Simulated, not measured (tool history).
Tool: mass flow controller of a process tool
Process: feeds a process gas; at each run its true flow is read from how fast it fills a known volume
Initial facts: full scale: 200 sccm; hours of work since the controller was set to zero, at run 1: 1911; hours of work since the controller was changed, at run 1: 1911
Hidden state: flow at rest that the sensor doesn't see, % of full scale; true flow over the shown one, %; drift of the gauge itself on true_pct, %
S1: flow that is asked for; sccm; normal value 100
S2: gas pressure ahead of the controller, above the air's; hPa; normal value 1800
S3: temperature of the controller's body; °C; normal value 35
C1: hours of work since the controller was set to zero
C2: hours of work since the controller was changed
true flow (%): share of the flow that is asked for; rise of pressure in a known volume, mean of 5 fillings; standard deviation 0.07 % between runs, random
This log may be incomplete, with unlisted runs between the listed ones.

run 1 day=0.000 | S1=100 S2=1800 S3=35 | C1=1911 C2=1911 | true_flow_(%)=99.91
run 2 day=2.388 | S1=100 S2=1800 S3=35 | C1=1951 C2=1951 | true_flow_(%)=100.06
run 3 day=5.112 | S1=100 S2=1800 S3=35 | C1=1996 C2=1996 | true_flow_(%)=100.04
run 4 day=7.567 | S1=100 S2=1800 S3=35 | C1=2036 C2=2036 | true_flow_(%)=100.05
run 5 day=9.542 | S1=100 S2=1800 S3=27 | C1=2069 C2=2069 | true_flow_(%)=99.79
run 6 day=11.729 | S1=100 S2=1800 S3=28 | C1=2105 C2=2105 | true_flow_(%)=99.86
run 7 day=14.346 | S1=100 S2=1800 S3=28 | C1=2148 C2=2148 | true_flow_(%)=99.73
run 8 day=17.412 | S1=25 S2=1800 S3=35 | C1=2199 C2=2199 | true_flow_(%)=103.00
run 9 day=19.479 | S1=25 S2=1800 S3=26 | C1=2233 C2=2233 | true_flow_(%)=102.70
run 10 day=21.392 | S1=100 S2=2080 S3=35 | C1=2265 C2=2265 | true_flow_(%)=100.12
run 11 day=24.062 | S1=100 S2=2080 S3=35 | C1=2309 C2=2309 | true_flow_(%)=100.18
run 12 day=25.379 | S1=100 S2=2080 S3=35 | C1=2331 C2=2331 | true_flow_(%)=100.21
run 13 day=27.642 | S1=100 S2=2070 S3=21 | C1=2369 C2=2369 | true_flow_(%)=99.95
run 14 day=30.150 | S1=114 S2=2070 S3=35 | C1=2410 C2=2410 | true_flow_(%)=100.24
run 15 day=32.083 | S1=38 S2=1890 S3=23 | C1=2442 C2=2442 | true_flow_(%)=101.43
run 16 day=34.012 | S1=38 S2=1890 S3=23 | C1=2474 C2=2474 | true_flow_(%)=101.45
run 17 day=37.071 | S1=32 S2=1890 S3=35 | C1=2525 C2=2525 | true_flow_(%)=102.42
run 18 day=39.933 | S1=32 S2=1890 S3=35 | C1=2572 C2=2572 | true_flow_(%)=102.58
run 19 day=42.250 | S1=32 S2=1890 S3=35 | C1=2610 C2=2610 | true_flow_(%)=102.60
run 20 day=45.067 | S1=21 S2=1780 S3=27 | C1=2657 C2=2657 | true_flow_(%)=104.50
run 21 day=48.192 | S1=100 S2=2790 S3=30 | C1=2709 C2=2709 | true_flow_(%)=100.69

Table of differences, measured result less the result of that run with no hidden state. Run-to-run variation is the same in both. Gauge scatter possibly is not:
run=1 true_flow_(%)=+0.55
run=2 true_flow_(%)=+0.56
run=3 true_flow_(%)=+0.57
run=4 true_flow_(%)=+0.58
run=5 true_flow_(%)=+0.59
run=6 true_flow_(%)=+0.61
run=7 true_flow_(%)=+0.62
run=8 true_flow_(%)=+4.12
run=9 true_flow_(%)=+4.19
run=10 true_flow_(%)=+0.65
run=11 true_flow_(%)=+0.67
run=12 true_flow_(%)=+0.67
run=13 true_flow_(%)=+0.68
run=14 true_flow_(%)=+0.54
run=15 true_flow_(%)=+2.80
run=16 true_flow_(%)=+2.83
run=17 true_flow_(%)=+3.54
run=18 true_flow_(%)=+3.61
run=19 true_flow_(%)=+3.67
run=20 true_flow_(%)=+6.02
run=21 true_flow_(%)=+0.78
